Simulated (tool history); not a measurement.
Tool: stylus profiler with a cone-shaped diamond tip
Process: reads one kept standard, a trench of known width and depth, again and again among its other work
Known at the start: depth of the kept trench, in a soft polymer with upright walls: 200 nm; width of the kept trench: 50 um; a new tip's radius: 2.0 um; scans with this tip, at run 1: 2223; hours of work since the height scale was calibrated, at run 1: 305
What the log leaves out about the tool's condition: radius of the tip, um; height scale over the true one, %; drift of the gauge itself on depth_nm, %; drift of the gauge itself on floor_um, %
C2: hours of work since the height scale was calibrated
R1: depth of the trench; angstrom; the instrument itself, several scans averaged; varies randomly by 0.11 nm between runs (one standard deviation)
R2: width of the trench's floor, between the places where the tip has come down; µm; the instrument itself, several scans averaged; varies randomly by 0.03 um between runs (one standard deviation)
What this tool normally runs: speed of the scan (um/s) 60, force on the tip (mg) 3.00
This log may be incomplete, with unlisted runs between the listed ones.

Run 1, day 0.000: usual settings; scans with this tip 2223; C2 305. Result: R1 2018.1 angstrom, R2 48.05 µm.
Run 2, day 0.983: usual settings; scans with this tip 2358; C2 323. Result: R1 2019.2 angstrom, R2 48.03 µm.
Run 3, day 2.079: usual settings but force on the tip (mg) 2.06; scans with this tip 2508; C2 344. Result: R1 2014.4 angstrom, R2 48.00 µm.
Run 4, day 3.038: usual settings but force on the tip (mg) 2.06; scans with this tip 2639; C2 362. Result: R1 2014.1 angstrom, R2 47.96 µm.
Run 5, day 4.192: usual settings but force on the tip (mg) 2.06; scans with this tip 2797; C2 383. Result: R1 2013.6 angstrom, R2 47.92 µm.
Run 6, day 4.712: usual settings but force on the tip (mg) 2.06; scans with this tip 2869; C2 393. Result: R1 2012.9 angstrom, R2 48.00 µm.
Run 7, day 5.300: usual settings but force on the tip (mg) 2.06; scans with this tip 2949; C2 404. Result: R1 2013.6 angstrom, R2 47.98 µm.
Run 8, day 6.062: usual settings but force on the tip (mg) 8.38; scans with this tip 3053; C2 418. Result: R1 2035.1 angstrom, R2 47.95 µm.
Run 9, day 6.967: usual settings; scans with this tip 3177; C2 435. Result: R1 2016.3 angstrom, R2 47.96 µm.
Run 10, day 7.583: usual settings; scans with this tip 3262; C2 447. Result: R1 2017.9 angstrom, R2 47.96 µm.
Run 11, day 8.542: usual settings; scans with this tip 3393; C2 465. Result: R1 2016.2 angstrom, R2 47.88 µm.
Run 12, day 9.508: usual settings; scans with this tip 3525; C2 483. Result: R1 2016.7 angstrom, R2 47.90 µm.
Run 13, day 10.154: usual settings; scans with this tip 3613; C2 495. Result: R1 2017.9 angstrom, R2 47.97 µm.
Run 14, day 10.967: usual settings but speed of the scan (um/s) 61; scans with this tip 3724; C2 510. Result: R1 2018.4 angstrom, R2 47.91 µm.
Run 15, day 12.067: usual settings but speed of the scan (um/s) 20; scans with this tip 3875; C2 531. Result: R1 2016.0 angstrom, R2 47.95 µm.
Run 16, day 12.900: usual settings but speed of the scan (um/s) 20; scans with this tip 3989; C2 547. Result: R1 2016.9 angstrom, R2 47.93 µm.
Run 17, day 13.558: usual settings but speed of the scan (um/s) 126; scans with this tip 4079; C2 559. Result: R1 2016.5 angstrom, R2 47.84 µm.
Run 18, day 14.188: usual settings but speed of the scan (um/s) 126; scans with this tip 4165; C2 571. Result: R1 2017.6 angstrom, R2 47.78 µm.
Run 19, day 14.683: usual settings; scans with this tip 4233; C2 580. Result: R1 2016.1 angstrom, R2 47.90 µm.
Run 20, day 15.188: usual settings but speed of the scan (um/s) 152; scans with this tip 4302; C2 590. Result: R1 2017.1 angstrom, R2 47.73 µm.
Run 21, day 15.854: usual settings but speed of the scan (um/s) 144, force on the tip (mg) 4.98; scans with this tip 4394; C2 602. Result: R1 2024.6 angstrom, R2 47.83 µm.
Run 22, day 16.925: usual settings but speed of the scan (um/s) 144, force on the tip (mg) 4.98; scans with this tip 4540; C2 622. Result: R1 2025.7 angstrom, R2 47.84 µm.
Run 23, day 17.883: usual settings but speed of the scan (um/s) 144, force on the tip (mg) 4.98; scans with this tip 4671; C2 640. Result: R1 2023.7 angstrom, R2 47.81 µm.
Run 24, day 18.779: usual settings but speed of the scan (um/s) 144, force on the tip (mg) 4.98; scans with this tip 4794; C2 657. Result: R1 2023.9 angstrom, R2 47.74 µm.
Run 25, day 19.475: usual settings but force on the tip (mg) 1.56; scans with this tip 4889; C2 670. Result: R1 2009.0 angstrom, R2 47.84 µm.
Run 26, day 20.558: usual settings but speed of the scan (um/s) 80, force on the tip (mg) 1.86; scans with this tip 5037; C2 690. Result: R1 2008.2 angstrom, R2 47.76 µm.
Run 27, day 21.700: usual settings but speed of the scan (um/s) 27, force on the tip (mg) 7.90; scans with this tip 5194; C2 712. Result: R1 2033.9 angstrom, R2 47.89 µm.
Run 28, day 22.246: usual settings but speed of the scan (um/s) 23, force on the tip (mg) 4.52; scans with this tip 5268; C2 722. Result: R1 2021.2 angstrom, R2 47.97 µm.
Run 29, day 23.350: usual settings but speed of the scan (um/s) 23, force on the tip (mg) 4.52; scans with this tip 5419; C2 743. Result: R1 2022.4 angstrom, R2 47.89 µm.
Run 30, day 24.112: usual settings but speed of the scan (um/s) 23, force on the tip (mg) 4.52; scans with this tip 5524; C2 757. Result: R1 2021.0 angstrom, R2 47.90 µm.
Run 31, day 25.088: usual settings but speed of the scan (um/s) 42, force on the tip (mg) 5.45; scans with this tip 5657; C2 775. Result: R1 2024.8 angstrom, R2 47.92 µm.
Run 32, day 26.208: usual settings but speed of the scan (um/s) 77, force on the tip (mg) 5.24; scans with this tip 5811; C2 796. Result: R1 2025.2 angstrom, R2 47.85 µm.
Run 33, day 26.758: usual settings but speed of the scan (um/s) 22, force on the tip (mg) 8.31; scans with this tip 5886; C2 807. Result: R1 2033.8 angstrom, R2 47.94 µm.
Run 34, day 27.533: usual settings but speed of the scan (um/s) 74, force on the tip (mg) 1.29; scans with this tip 5992; C2 821. Result: R1 2006.0 angstrom, R2 47.71 µm.
Run 35, day 28.408: usual settings but speed of the scan (um/s) 74, force on the tip (mg) 1.29; scans with this tip 6112; C2 838. Result: R1 2007.5 angstrom, R2 47.66 µm.
Run 36, day 29.012: usual settings but speed of the scan (um/s) 74, force on the tip (mg) 1.29; scans with this tip 6195; C2 849. Result: R1 2005.6 angstrom, R2 47.78 µm.
Run 37, day 30.000: usual settings but speed of the scan (um/s) 24, force on the tip (mg) 1.85; scans with this tip 6330; C2 867. Result: R1 2010.4 angstrom, R2 47.84 µm.
Run 38, day 30.983: usual settings but speed of the scan (um/s) 18; scans with this tip 6464; C2 886. Result: R1 2015.9 angstrom, R2 47.84 µm.
Run 39, day 31.925: usual settings but speed of the scan (um/s) 152, force on the tip (mg) 3.69; scans with this tip 6593; C2 903. Result: R1 2018.5 angstrom, R2 47.67 µm.
Run 40, day 32.525: usual settings but speed of the scan (um/s) 85, force on the tip (mg) 4.13; scans with this tip 6675; C2 915. Result: R1 2019.4 angstrom, R2 47.72 µm.

Selected run-to-run steps in R1, each split into two signed amounts: the part the tool would show with no hidden state at all (from settings, incoming material and random variation), and the remainder, which goes to the hidden state together with any gauge scatter not common to the measured and the hidden-state-free results:
Run 7 -> 8: force on the tip (mg) 2.06 -> 8.38. R1 +21.5 angstrom: hidden state +0.0, all else +21.5.
Run 8 -> 9: force on the tip (mg) 8.38 -> 3.00. R1 -18.8 angstrom: hidden state -0.2, all else -18.6.
Run 21 -> 22: settings left as they were, no log entry in between. R1 +1.1 angstrom: hidden state -0.2, all else +1.3.
Run 26 -> 27: speed of the scan (um/s) 80 -> 27, force on the tip (mg) 1.86 -> 7.90. R1 +25.7 angstrom: hidden state -0.2, all else +25.9.
Run 33 -> 34: speed of the scan (um/s) 22 -> 74, force on the tip (mg) 8.31 -> 1.29. R1 -27.8 angstrom: hidden state +0.0, all else -27.8.

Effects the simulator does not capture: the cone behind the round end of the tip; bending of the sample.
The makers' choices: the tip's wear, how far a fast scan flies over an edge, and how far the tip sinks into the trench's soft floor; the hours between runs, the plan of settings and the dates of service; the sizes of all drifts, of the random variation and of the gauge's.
